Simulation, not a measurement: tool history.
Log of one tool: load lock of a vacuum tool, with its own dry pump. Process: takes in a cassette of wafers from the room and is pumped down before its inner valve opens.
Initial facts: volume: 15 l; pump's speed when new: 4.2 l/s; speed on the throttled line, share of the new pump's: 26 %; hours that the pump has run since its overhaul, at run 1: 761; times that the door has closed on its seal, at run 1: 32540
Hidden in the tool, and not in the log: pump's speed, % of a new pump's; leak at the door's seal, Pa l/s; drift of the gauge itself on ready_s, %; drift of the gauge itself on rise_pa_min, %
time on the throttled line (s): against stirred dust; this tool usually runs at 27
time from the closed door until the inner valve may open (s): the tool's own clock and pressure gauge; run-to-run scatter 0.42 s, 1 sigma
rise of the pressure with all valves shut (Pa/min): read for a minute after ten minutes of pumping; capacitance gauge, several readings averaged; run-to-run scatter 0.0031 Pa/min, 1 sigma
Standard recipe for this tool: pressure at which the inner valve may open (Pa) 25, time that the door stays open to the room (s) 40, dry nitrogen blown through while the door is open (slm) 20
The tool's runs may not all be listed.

run,day,time on the throttled line (s),pressure at which the inner valve may open (Pa),time that the door stays open to the room (s),dry nitrogen blown through while the door is open (slm),hours that the pump has run since its overhaul,times that the door has closed on its seal,"incoming humidity of the room's air, %",time from the closed door until the inner valve may open (s),rise of the pressure with all valves shut (Pa/min)
1,0.000,27,25,40,20,761,32540,45.1,49.9,0.236
2,16.400,27,25,40,20,1154,33459,44.0,50.2,0.239
3,24.308,51,25,40,20,1344,33902,46.1,67.6,0.253
4,33.179,27,25,52,20,1557,34399,45.1,50.4,0.265
5,44.908,27,25,40,20,1839,35057,45.1,49.8,0.261
6,60.233,27,25,40,20,2206,35916,40.4,50.5,0.265
7,67.967,27,25,40,20,2392,36349,45.1,50.0,0.268
8,83.108,27,25,40,20,2755,37198,45.9,50.0,0.277
9,90.717,27,25,40,20,2938,37625,43.7,50.4,0.278
10,102.408,27,25,40,20,3219,38280,44.7,50.1,0.290
11,111.604,27,25,40,20,3439,38795,43.4,49.8,0.296
12,125.262,27,25,40,20,3767,39561,48.2,49.8,0.302
13,140.312,27,48,40,20,4128,40405,43.7,47.9,0.304
14,157.588,27,25,40,20,4543,41373,47.3,50.2,0.315
15,168.250,27,25,40,20,4799,41970,44.6,50.4,0.314
16,179.421,27,25,40,7,5067,42597,44.8,50.2,0.339
17,196.400,27,25,40,20,5474,43548,47.2,51.4,0.338
18,207.696,27,25,40,20,5746,44182,45.9,50.5,0.335
19,222.908,27,25,40,20,6111,45034,42.3,51.2,0.339
20,239.767,27,25,106,7,6515,45979,44.6,50.7,0.394
21,256.196,17,39,144,31,6910,46900,44.0,42.1,0.386
22,271.767,17,39,144,31,7283,47773,46.3,41.9,0.382
23,280.371,15,33,109,16,7490,48255,44.4,42.0,0.405
24,290.012,15,33,109,8,7721,48796,45.5,41.7,0.431
25,299.333,15,33,109,8,7945,49318,40.2,42.0,0.419
26,314.612,42,45,45,22,8311,50174,44.7,59.7,0.397
27,321.667,42,33,155,22,8481,50570,40.9,61.2,0.419
28,331.012,19,25,40,20,8705,51094,43.8,45.8,0.399
29,338.546,19,25,104,20,8886,51516,46.2,46.6,0.435
30,353.617,19,25,104,20,9248,52361,44.0,45.4,0.451
31,369.792,36,33,74,5,9636,53267,42.3,57.5,0.461
32,377.488,49,38,40,30,9820,53699,39.3,66.5,0.416
33,386.004,23,38,40,5,10025,54176,45.5,47.2,0.449
34,401.675,27,38,40,20,10401,55055,46.3,50.1,0.459
35,410.933,33,25,143,23,10623,55573,46.6,55.6,0.483
36,420.704,19,25,40,19,10858,56121,44.2,46.1,0.465
37,435.629,19,25,40,19,11216,56958,44.8,46.1,0.476

Here are 3 independent what-if runs from the current tool condition. What would each one return?
A,445.017,19,25,40,20,11441,57484,45.5,?,?
B,445.017,32,25,40,20,11441,57484,45.6,?,?
C,445.017,23,25,103,9,11441,57484,45.7,?,?

run,time from the closed door until the inner valve may open (s),rise of the pressure with all valves shut (Pa/min)
A,46.0,0.477
B,55.6,0.478
C,48.7,0.522
Take away the tool's hidden state, keep each run's random variation, and the runs would have read:
run,time from the closed door until the inner valve may open (s),rise of the pressure with all valves shut (Pa/min)
A,43.6,0.061
B,53.5,0.066
C,46.4,0.106

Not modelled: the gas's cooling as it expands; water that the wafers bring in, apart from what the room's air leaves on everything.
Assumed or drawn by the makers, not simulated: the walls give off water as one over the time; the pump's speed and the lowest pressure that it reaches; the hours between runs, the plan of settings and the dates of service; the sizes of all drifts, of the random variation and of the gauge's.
